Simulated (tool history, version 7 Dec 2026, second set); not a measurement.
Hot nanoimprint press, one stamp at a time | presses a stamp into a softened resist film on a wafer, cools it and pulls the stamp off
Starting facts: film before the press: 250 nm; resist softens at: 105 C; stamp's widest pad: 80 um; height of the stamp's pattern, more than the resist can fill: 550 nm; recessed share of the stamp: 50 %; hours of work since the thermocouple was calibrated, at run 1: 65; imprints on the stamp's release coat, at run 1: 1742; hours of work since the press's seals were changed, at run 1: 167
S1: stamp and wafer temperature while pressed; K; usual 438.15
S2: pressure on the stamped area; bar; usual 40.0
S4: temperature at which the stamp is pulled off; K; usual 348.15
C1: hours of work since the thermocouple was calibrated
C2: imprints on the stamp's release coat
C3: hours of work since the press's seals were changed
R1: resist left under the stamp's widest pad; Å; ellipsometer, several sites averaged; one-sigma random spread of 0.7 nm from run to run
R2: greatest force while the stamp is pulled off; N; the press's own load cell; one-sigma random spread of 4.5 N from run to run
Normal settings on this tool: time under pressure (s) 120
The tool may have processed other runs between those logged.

run 1 day=0.000 | S1=438.15 S2=40.0 time_under_pressure_(s)=120 S4=348.15 | C1=65 C2=1742 C3=167 | R1=1300 R2=274
run 2 day=0.650 | S1=438.15 S2=40.0 time_under_pressure_(s)=120 S4=348.15 | C1=75 C2=1819 C3=176 | R1=1289 R2=267
run 3 day=1.204 | S1=438.15 S2=40.0 time_under_pressure_(s)=120 S4=348.15 | C1=84 C2=1884 C3=185 | R1=1299 R2=271
run 4 day=1.562 | S1=438.15 S2=40.0 time_under_pressure_(s)=120 S4=348.15 | C1=89 C2=1926 C3=190 | R1=1298 R2=260
-- day=1.979 stamp cleaned and given a new release coat
run 5 day=2.496 | S1=438.15 S2=40.0 time_under_pressure_(s)=120 S4=335.15 | C1=99 C2=61 C3=200 | R1=1305 R2=282
run 6 day=2.879 | S1=438.15 S2=40.0 time_under_pressure_(s)=120 S4=348.15 | C1=105 C2=106 C3=206 | R1=1301 R2=225
run 7 day=3.421 | S1=438.15 S2=40.0 time_under_pressure_(s)=120 S4=348.15 | C1=113 C2=170 C3=214 | R1=1313 R2=218
run 8 day=3.829 | S1=438.15 S2=40.0 time_under_pressure_(s)=120 S4=348.15 | C1=119 C2=218 C3=220 | R1=1310 R2=222
run 9 day=4.354 | S1=438.15 S2=40.0 time_under_pressure_(s)=162 S4=348.15 | C1=127 C2=279 C3=228 | R1=1178 R2=226
run 10 day=4.983 | S1=438.15 S2=40.0 time_under_pressure_(s)=162 S4=348.15 | C1=136 C2=353 C3=238 | R1=1182 R2=229
run 11 day=5.546 | S1=438.15 S2=40.0 time_under_pressure_(s)=162 S4=348.15 | C1=145 C2=420 C3=246 | R1=1184 R2=233
run 12 day=5.842 | S1=438.15 S2=40.0 time_under_pressure_(s)=162 S4=339.15 | C1=149 C2=454 C3=250 | R1=1188 R2=275
run 13 day=6.183 | S1=438.15 S2=40.0 time_under_pressure_(s)=120 S4=348.15 | C1=155 C2=495 C3=256 | R1=1315 R2=225
-- day=6.358 plate thermocouple calibrated
run 14 day=6.983 | S1=438.15 S2=40.0 time_under_pressure_(s)=120 S4=348.15 | C1=9 C2=574 C3=266 | R1=1311 R2=236
run 15 day=7.304 | S1=438.15 S2=40.0 time_under_pressure_(s)=120 S4=348.15 | C1=14 C2=612 C3=271 | R1=1321 R2=238
-- day=7.462 plate thermocouple calibrated, once more
run 16 day=8.121 | S1=438.15 S2=40.0 time_under_pressure_(s)=120 S4=348.15 | C1=10 C2=693 C3=281 | R1=1299 R2=231
run 17 day=8.479 | S1=438.15 S2=39.3 time_under_pressure_(s)=144 S4=348.15 | C1=15 C2=736 C3=286 | R1=1228 R2=240
run 18 day=9.046 | S1=438.15 S2=39.3 time_under_pressure_(s)=144 S4=348.15 | C1=24 C2=803 C3=295 | R1=1224 R2=237
run 19 day=9.646 | S1=438.15 S2=48.0 time_under_pressure_(s)=120 S4=348.15 | C1=33 C2=873 C3=304 | R1=1195 R2=240
run 20 day=9.979 | S1=432.15 S2=30.6 time_under_pressure_(s)=181 S4=343.15 | C1=38 C2=913 C3=309 | R1=1671 R2=261
run 21 day=10.262 | S1=438.15 S2=40.0 time_under_pressure_(s)=188 S4=348.15 | C1=42 C2=946 C3=313 | R1=1116 R2=237
run 22 day=10.929 | S1=444.15 S2=40.0 time_under_pressure_(s)=188 S4=343.15 | C1=52 C2=1024 C3=323 | R1=824 R2=267
run 23 day=11.417 | S1=444.15 S2=40.0 time_under_pressure_(s)=188 S4=343.15 | C1=59 C2=1082 C3=330 | R1=821 R2=273
run 24 day=11.721 | S1=444.15 S2=40.0 time_under_pressure_(s)=188 S4=343.15 | C1=64 C2=1117 C3=335 | R1=830 R2=260
run 25 day=12.350 | S1=433.15 S2=40.0 time_under_pressure_(s)=138 S4=348.15 | C1=73 C2=1192 C3=344 | R1=1577 R2=252
run 26 day=12.742 | S1=433.15 S2=40.0 time_under_pressure_(s)=138 S4=348.15 | C1=79 C2=1238 C3=350 | R1=1576 R2=254
run 27 day=13.279 | S1=438.15 S2=40.0 time_under_pressure_(s)=139 S4=347.15 | C1=87 C2=1301 C3=358 | R1=1244 R2=259
run 28 day=13.929 | S1=429.15 S2=40.0 time_under_pressure_(s)=64 S4=346.15 | C1=97 C2=1378 C3=368 | R1=2114 R2=260
run 29 day=14.508 | S1=429.15 S2=40.0 time_under_pressure_(s)=64 S4=346.15 | C1=106 C2=1446 C3=377 | R1=2116 R2=269

Below are 5 alternative next runs, each starting from the tool's condition after run 29. Predict each:
run A day=14.858 | S1=438.15 S2=34.1 time_under_pressure_(s)=140 S4=344.15 | C1=111 C2=1487 C3=382 | R1=? R2=?
run B day=14.858 | S1=429.15 S2=54.1 time_under_pressure_(s)=127 S4=346.15 | C1=111 C2=1487 C3=382 | R1=? R2=?
run C day=14.858 | S1=429.15 S2=60.4 time_under_pressure_(s)=89 S4=346.15 | C1=111 C2=1487 C3=382 | R1=? R2=?
run D day=14.858 | S1=427.15 S2=40.0 time_under_pressure_(s)=147 S4=349.15 | C1=111 C2=1487 C3=382 | R1=? R2=?
run E day=14.858 | S1=438.15 S2=63.7 time_under_pressure_(s)=136 S4=348.15 | C1=111 C2=1487 C3=382 | R1=? R2=?

run=A R1=1346 R2=282
run=B R1=1726 R2=262
run=C R1=1795 R2=269
run=D R1=1950 R2=254
run=E R1=1018 R2=260
Take away the tool's hidden state, keep each run's random variation, and the runs would have read:
run=A R1=1322 R2=240
run=B R1=1693 R2=223
run=C R1=1761 R2=228
run=D R1=1927 R2=216
run=E R1=988 R2=222
